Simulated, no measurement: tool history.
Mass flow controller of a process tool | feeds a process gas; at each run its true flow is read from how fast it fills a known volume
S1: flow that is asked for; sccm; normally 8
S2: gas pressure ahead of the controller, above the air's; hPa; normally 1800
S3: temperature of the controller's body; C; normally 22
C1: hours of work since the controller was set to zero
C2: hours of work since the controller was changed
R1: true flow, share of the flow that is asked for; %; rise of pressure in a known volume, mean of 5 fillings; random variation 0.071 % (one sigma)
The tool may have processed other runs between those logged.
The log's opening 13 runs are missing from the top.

run	hour	S1	S2	S3	C1	C2	R1
14	4375.4	8	1760	22	5127	5127	99.58
# hour 4491.8: controller's zero set anew
15	4668.4	8	1760	22	70	5243	99.71
16	4942.1	8	2640	22	179	5352	99.23
17	5217.2	8	2640	22	289	5462	99.45
18	5730.7	8	2640	22	494	5667	99.33
19	6206.3	8	2240	39	683	5856	97.55
20	6777.1	8	2240	39	911	6084	97.46
21	7284.1	15	2390	26	1113	6286	99.42
22	7554.9	6	1550	26	1221	6394	99.14
23	7807.2	6	1550	26	1321	6494	99.21
24	8339.1	8	2270	25	1533	6706	99.28
25	8892.1	8	2270	25	1754	6927	99.14
26	9297.4	4	2270	25	1915	7088	98.87
27	9628.2	3	1490	23	2047	7220	99.27
28	10035	19	1550	20	2209	7382	100.88
29	10324.8	4	1800	36	2325	7498	97.75
30	10741.5	4	2270	36	2491	7664	97.57
31	11010.6	3	1590	36	2598	7771	97.83
32	11312.9	5	1660	28	2719	7892	99.03
33	11722.6	5	1660	28	2882	8055	98.79
34	12139.5	5	1660	32	3048	8221	98.44
35	12672.9	5	1660	32	3261	8434	98.44
36	13210.4	9	2350	22	3475	8648	99.56

3 ways to go on from here, each from the tool as it stands after run 36. What would each give?
A	13553.9	9	2350	22	3612	8785	?
B	13553.9	8	1650	22	3612	8785	?
C	13553.9	2	1910	22	3612	8785	?

run	R1
A	99.64
B	99.86
C	99.34
With no hidden state in the tool, these same runs would have given:
run	R1
A	99.62
B	99.84
C	99.36
